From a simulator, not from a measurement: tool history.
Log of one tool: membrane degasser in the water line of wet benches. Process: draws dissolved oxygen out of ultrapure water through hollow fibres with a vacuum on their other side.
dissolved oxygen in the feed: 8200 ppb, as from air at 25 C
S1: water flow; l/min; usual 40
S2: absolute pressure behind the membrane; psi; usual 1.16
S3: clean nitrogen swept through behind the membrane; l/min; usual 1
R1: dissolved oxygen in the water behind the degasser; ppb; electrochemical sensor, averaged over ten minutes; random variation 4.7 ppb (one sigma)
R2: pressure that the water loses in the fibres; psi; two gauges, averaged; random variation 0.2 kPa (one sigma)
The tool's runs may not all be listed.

run 1 hour=0 | S1=40 S2=1.16 S3=1 | R1=494.3 R2=6.463
run 2 hour=47.2 | S1=40 S2=1.16 S3=1 | R1=492.1 R2=6.427
run 3 hour=96.4 | S1=40 S2=1.16 S3=0.77 | R1=575.4 R2=6.509
run 4 hour=119.6 | S1=40 S2=1.16 S3=2.26 | R1=301.1 R2=6.502
run 5 hour=156.8 | S1=40 S2=1.16 S3=1 | R1=493.4 R2=6.464
run 6 hour=180.8 | S1=40 S2=1.16 S3=1 | R1=495.8 R2=6.501
run 7 hour=227.4 | S1=40 S2=1.16 S3=1 | R1=485 R2=6.49
run 8 hour=281.7 | S1=40 S2=1.16 S3=1 | R1=491.7 R2=6.524
run 9 hour=318.1 | S1=40 S2=1.16 S3=1 | R1=489.8 R2=6.464
run 10 hour=344.6 | S1=40 S2=1.16 S3=1 | R1=503.8 R2=6.505
run 11 hour=379.8 | S1=40 S2=1.16 S3=1 | R1=497.6 R2=6.489
run 12 hour=424.3 | S1=50 S2=1.16 S3=1 | R1=655.3 R2=8.092
run 13 hour=459.2 | S1=40 S2=1.16 S3=1 | R1=503 R2=6.515
run 14 hour=485.5 | S1=40 S2=1.16 S3=1 | R1=511.3 R2=6.493
run 15 hour=540.8 | S1=40 S2=1.16 S3=1 | R1=500 R2=6.483
run 16 hour=569.2 | S1=33 S2=1.16 S3=1 | R1=407 R2=5.349
run 17 hour=592.6 | S1=33 S2=1.939 S3=1 | R1=730.3 R2=5.337
run 18 hour=630.7 | S1=40 S2=1.16 S3=2.84 | R1=275.2 R2=6.503
run 19 hour=668.7 | S1=40 S2=1.16 S3=2.84 | R1=258.8 R2=6.514
run 20 hour=705.6 | S1=44 S2=1.388 S3=1.55 | R1=509.1 R2=7.137
run 21 hour=751 | S1=27 S2=1.16 S3=1 | R1=296.3 R2=4.369
run 22 hour=785.9 | S1=43 S2=1.16 S3=1 | R1=514.7 R2=7
run 23 hour=812.2 | S1=28 S2=1.169 S3=1.14 | R1=283.5 R2=4.543
run 24 hour=867.3 | S1=28 S2=1.169 S3=1.14 | R1=286.7 R2=4.57
run 25 hour=901.8 | S1=42 S2=1.311 S3=1.23 | R1=504 R2=6.801
run 26 hour=945.2 | S1=33 S2=2.891 S3=1.22 | R1=945.8 R2=5.365
run 27 hour=978.2 | S1=61 S2=2.644 S3=1.26 | R1=1479.8 R2=9.857
run 28 hour=1028.9 | S1=30 S2=0.808 S3=1 | R1=186.3 R2=4.852
run 29 hour=1078.1 | S1=30 S2=0.808 S3=1 | R1=189.4 R2=4.923
run 30 hour=1107.1 | S1=30 S2=0.808 S3=1 | R1=188.7 R2=4.915
run 31 hour=1138.9 | S1=32 S2=1.957 S3=0.6 | R1=960.2 R2=5.201
run 32 hour=1173.5 | S1=63 S2=0.748 S3=2.02 | R1=453.4 R2=10.216

Taken out of this log: 2 entries between the listed runs. Where each belongs, and how the hidden state differs across it:
Between runs 9 and 10: vacuum gauge calibrated (hour 321.4)
  true pressure behind the membrane over the reading, kPa: 0.36 -> 0.51
  measured less the result without the state, R1: +27.8 -> +38.5 ppb; R2: +0.02 -> +0.022 psi
Between runs 18 and 19: vacuum gauge calibrated, once more (hour 655.9)
  true pressure behind the membrane over the reading, kPa: 0.52 -> -0.01; air that leaks in behind the membrane, l/min: 0.0228 -> 0.0229
  measured less the result without the state, R1: +19.9 -> +3.5 ppb; R2: +0.032 -> +0.033 psi
